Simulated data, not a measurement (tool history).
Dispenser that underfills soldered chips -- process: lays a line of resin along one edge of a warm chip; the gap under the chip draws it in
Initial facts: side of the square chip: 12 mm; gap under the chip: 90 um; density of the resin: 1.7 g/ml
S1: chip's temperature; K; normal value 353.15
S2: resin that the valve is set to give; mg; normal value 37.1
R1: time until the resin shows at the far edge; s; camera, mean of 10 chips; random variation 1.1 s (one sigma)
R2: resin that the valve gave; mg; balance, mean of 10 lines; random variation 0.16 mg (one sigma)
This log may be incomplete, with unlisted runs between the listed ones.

Run 1, hour 0.0: usual settings. Result: R1 127.1 s, R2 35.49 mg.
Run 2, hour 2.9: usual settings. Result: R1 141.0 s, R2 35.39 mg.
At hour 4.7: new syringe of resin.
Run 3, hour 8.4: usual settings. Result: R1 119.7 s, R2 35.28 mg.
Run 4, hour 11.8: usual settings. Result: R1 135.1 s, R2 34.96 mg.
At hour 14.9: new syringe of resin.
Run 5, hour 14.9: usual settings but S1 361.15 K. Result: R1 70.7 s, R2 35.23 mg.
Run 6, hour 18.7: usual settings but S1 361.15 K. Result: R1 79.6 s, R2 35.11 mg.
Run 7, hour 21.2: usual settings but S1 361.15 K. Result: R1 87.2 s, R2 34.91 mg.
At hour 25.2: new syringe of resin.
Run 8, hour 25.7: usual settings but S2 31.7 mg. Result: R1 111.3 s, R2 29.68 mg.
Run 9, hour 27.8: usual settings. Result: R1 114.1 s, R2 34.54 mg.
Run 10, hour 30.8: usual settings. Result: R1 128.2 s, R2 34.67 mg.
At hour 32.6: dispensing valve cleaned and set on the balance.
Run 11, hour 34.8: usual settings. Result: R1 140.5 s, R2 37.00 mg.
At hour 36.5: new syringe of resin.
Run 12, hour 39.2: usual settings but S1 362.15 K. Result: R1 72.9 s, R2 37.21 mg.
Run 13, hour 42.4: usual settings but S1 344.15 K. Result: R1 204.6 s, R2 36.77 mg.
At hour 46.6: new syringe of resin.
Run 14, hour 47.6: usual settings but S1 344.15 K. Result: R1 177.2 s, R2 36.49 mg.
Run 15, hour 50.3: usual settings but S2 48.0 mg. Result: R1 117.8 s, R2 47.10 mg.
Run 16, hour 54.2: usual settings but S2 48.0 mg. Result: R1 136.5 s, R2 47.28 mg.
At hour 57.1: new syringe of resin.
Run 17, hour 59.5: usual settings but S2 48.0 mg. Result: R1 111.3 s, R2 47.08 mg.
Run 18, hour 63.9: usual settings. Result: R1 127.3 s, R2 36.55 mg.
Run 19, hour 66.2: usual settings but S2 46.0 mg. Result: R1 136.2 s, R2 44.88 mg.
At hour 67.4: new syringe of resin.
Run 20, hour 69.1: usual settings but S1 346.15 K, S2 33.8 mg. Result: R1 164.0 s, R2 33.00 mg.
Run 21, hour 73.4: usual settings but S1 346.15 K, S2 33.8 mg. Result: R1 187.9 s, R2 32.91 mg.
At hour 77.7: new syringe of resin.
Run 22, hour 77.7: usual settings but S1 346.15 K, S2 33.8 mg. Result: R1 154.1 s, R2 32.72 mg.
Run 23, hour 82.4: usual settings but S1 346.15 K, S2 33.8 mg. Result: R1 178.8 s, R2 32.62 mg.
Run 24, hour 84.5: usual settings but S1 346.15 K, S2 40.9 mg. Result: R1 191.1 s, R2 39.59 mg.
Run 25, hour 87.3: usual settings but S1 365.15 K, S2 32.8 mg. Result: R1 77.7 s, R2 31.51 mg.
At hour 88.0: new syringe of resin.
Run 26, hour 92.2: usual settings but S1 365.15 K, S2 32.8 mg. Result: R1 66.9 s, R2 31.51 mg.
Run 27, hour 97.1: usual settings but S1 345.15 K, S2 37.2 mg. Result: R1 217.1 s, R2 35.81 mg.
At hour 98.5: new syringe of resin.
Run 28, hour 101.8: usual settings but S1 363.15 K, S2 38.8 mg. Result: R1 70.5 s, R2 37.26 mg.
Run 29, hour 103.9: usual settings but S1 339.15 K. Result: R1 266.8 s, R2 35.59 mg.
At hour 108.8: new syringe of resin.
Run 30, hour 109.2: usual settings but S1 357.15 K, S2 45.7 mg. Result: R1 85.8 s, R2 43.50 mg.
Run 31, hour 114.0: usual settings but S1 352.15 K. Result: R1 129.4 s, R2 35.07 mg.
At hour 119.1: new syringe of resin.
Run 32, hour 119.2: usual settings but S2 42.3 mg. Result: R1 106.7 s, R2 39.95 mg.
Run 33, hour 123.3: usual settings but S1 342.15 K, S2 31.7 mg. Result: R1 230.8 s, R2 30.12 mg.
Run 34, hour 126.1: usual settings but S1 349.15 K, S2 33.0 mg. Result: R1 171.8 s, R2 31.06 mg.
At hour 129.4: new syringe of resin.
Run 35, hour 131.5: usual settings but S1 367.15 K, S2 45.0 mg. Result: R1 54.8 s, R2 42.20 mg.

The same runs without the tool's hidden state, with the same run-to-run variation:
Hidden state present: resin's viscosity, % of fresh resin's; dose that the valve gives, % of what is set; true chip temperature over the reading, C; drift of the gauge itself on fill_s, %; drift of the gauge itself on given_mg, %.
run     R1     R2
  1  106.7  37.24
  2  108.2  37.21
  3  105.9  37.22
  4  107.8  36.96
  5   69.6  37.32
  6   69.9  37.28
  7   70.8  37.13
  8  108.2  31.66
  9  104.7  36.89
 10  107.3  37.10
 11  108.2  37.13
 12   67.9  37.43
 13  172.7  37.08
 14  171.6  36.91
 15  105.2  47.72
 16  108.4  48.02
 17  104.7  47.96
 18  104.4  37.33
 19  104.4  45.91
 20  155.9  33.82
 21  156.5  33.82
 22  153.3  33.71
 23  153.9  33.70
 24  154.8  40.96
 25   57.5  32.66
 26   58.4  32.76
 27  164.0  37.34
 28   64.0  38.98
 29  226.8  37.28
 30   86.1  45.70
 31  111.7  36.98
 32  104.2  42.27
 33  197.4  31.95
 34  135.2  33.00
 35   51.6  45.00
